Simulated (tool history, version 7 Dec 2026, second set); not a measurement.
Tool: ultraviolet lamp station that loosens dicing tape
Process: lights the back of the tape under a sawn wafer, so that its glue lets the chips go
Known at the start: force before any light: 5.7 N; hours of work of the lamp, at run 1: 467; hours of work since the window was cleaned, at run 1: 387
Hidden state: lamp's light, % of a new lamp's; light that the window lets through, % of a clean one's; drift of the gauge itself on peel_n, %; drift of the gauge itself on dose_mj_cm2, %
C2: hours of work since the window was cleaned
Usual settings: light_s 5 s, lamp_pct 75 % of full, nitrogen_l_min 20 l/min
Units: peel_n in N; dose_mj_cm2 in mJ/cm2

Run 1, day 0.000: usual settings; hours of work of the lamp 467; C2 387. Result: peel_n 1.094 N, dose_mj_cm2 216 mJ/cm2.
Run 2, day 1.329: usual settings but nitrogen_l_min 12 l/min; hours of work of the lamp 485; C2 406. Result: peel_n 1.417 N, dose_mj_cm2 216 mJ/cm2.
Run 3, day 2.962: usual settings but light_s 4 s, nitrogen_l_min 12 l/min; hours of work of the lamp 508; C2 428. Result: peel_n 1.885 N, dose_mj_cm2 174 mJ/cm2.
Run 4, day 3.917: usual settings but light_s 4 s, nitrogen_l_min 12 l/min; hours of work of the lamp 521; C2 441. Result: peel_n 1.787 N, dose_mj_cm2 171 mJ/cm2.
Run 5, day 4.912: usual settings but light_s 4 s, nitrogen_l_min 12 l/min; hours of work of the lamp 534; C2 455. Result: peel_n 1.913 N, dose_mj_cm2 172 mJ/cm2.
Run 6, day 6.138: usual settings; hours of work of the lamp 551; C2 472. Result: peel_n 1.144 N, dose_mj_cm2 215 mJ/cm2.
At day 6.608: window cleaned of glue's vapour.
Run 7, day 7.138: usual settings; hours of work of the lamp 565; C2 7. Result: peel_n 1.013 N, dose_mj_cm2 233 mJ/cm2.
Run 8, day 8.771: usual settings; hours of work of the lamp 588; C2 30. Result: peel_n 1.011 N, dose_mj_cm2 229 mJ/cm2.
Run 9, day 9.946: usual settings but light_s 4 s; hours of work of the lamp 604; C2 46. Result: peel_n 1.403 N, dose_mj_cm2 184 mJ/cm2.
Run 10, day 10.896: usual settings but nitrogen_l_min 10 l/min; hours of work of the lamp 617; C2 59. Result: peel_n 1.491 N, dose_mj_cm2 228 mJ/cm2.
Run 11, day 11.771: usual settings; hours of work of the lamp 629; C2 71. Result: peel_n 1.009 N, dose_mj_cm2 224 mJ/cm2.
Run 12, day 13.488: usual settings; hours of work of the lamp 653; C2 95. Result: peel_n 1.077 N, dose_mj_cm2 223 mJ/cm2.
Run 13, day 14.833: usual settings but lamp_pct 61 % of full; hours of work of the lamp 671; C2 114. Result: peel_n 1.460 N, dose_mj_cm2 183 mJ/cm2.
Run 14, day 15.733: usual settings; hours of work of the lamp 684; C2 126. Result: peel_n 1.083 N, dose_mj_cm2 220 mJ/cm2.
Run 15, day 16.908: usual settings but light_s 6 s; hours of work of the lamp 700; C2 142. Result: peel_n 0.788 N, dose_mj_cm2 262 mJ/cm2.
Run 16, day 18.008: usual settings but light_s 6 s; hours of work of the lamp 715; C2 158. Result: peel_n 0.839 N, dose_mj_cm2 259 mJ/cm2.
Run 17, day 19.471: usual settings but light_s 6 s; hours of work of the lamp 735; C2 178. Result: peel_n 0.828 N, dose_mj_cm2 256 mJ/cm2.
Run 18, day 20.912: usual settings but light_s 10 s, lamp_pct 79 % of full, nitrogen_l_min 14 l/min; hours of work of the lamp 755; C2 198. Result: peel_n 0.366 N, dose_mj_cm2 454 mJ/cm2.
Run 19, day 22.350: usual settings but light_s 10 s, lamp_pct 79 % of full, nitrogen_l_min 14 l/min; hours of work of the lamp 775; C2 218. Result: peel_n 0.372 N, dose_mj_cm2 442 mJ/cm2.
Run 20, day 23.438: usual settings but lamp_pct 95 % of full, nitrogen_l_min 34 l/min; hours of work of the lamp 790; C2 233. Result: peel_n 0.573 N, dose_mj_cm2 266 mJ/cm2.
Run 21, day 25.200: usual settings but lamp_pct 95 % of full, nitrogen_l_min 34 l/min; hours of work of the lamp 815; C2 257. Result: peel_n 0.601 N, dose_mj_cm2 263 mJ/cm2.
Run 22, day 26.675: usual settings but lamp_pct 95 % of full, nitrogen_l_min 34 l/min; hours of work of the lamp 835; C2 277. Result: peel_n 0.633 N, dose_mj_cm2 256 mJ/cm2.
Run 23, day 27.412: usual settings but lamp_pct 95 % of full, nitrogen_l_min 34 l/min; hours of work of the lamp 845; C2 288. Result: peel_n 0.604 N, dose_mj_cm2 262 mJ/cm2.
Run 24, day 28.829: usual settings but light_s 4 s, lamp_pct 95 % of full, nitrogen_l_min 34 l/min; hours of work of the lamp 865; C2 307. Result: peel_n 0.915 N, dose_mj_cm2 206 mJ/cm2.
Run 25, day 29.962: usual settings but light_s 9 s, lamp_pct 62 % of full; hours of work of the lamp 881; C2 323. Result: peel_n 0.620 N, dose_mj_cm2 301 mJ/cm2.
Run 26, day 31.158: usual settings but light_s 9 s, lamp_pct 62 % of full; hours of work of the lamp 897; C2 339. Result: peel_n 0.614 N, dose_mj_cm2 296 mJ/cm2.

Forecast run 27:
Run 27, day 32.646: usual settings but lamp_pct 81 % of full, nitrogen_l_min 26 l/min; hours of work of the lamp 918; C2 360. Result: peel_n ?, dose_mj_cm2 ?.

peel_n: 0.982 N
dose_mj_cm2: 211 mJ/cm2
Without the tool's hidden state the same run would have given peel_n 0.604 N, dose_mj_cm2 279 mJ/cm2.
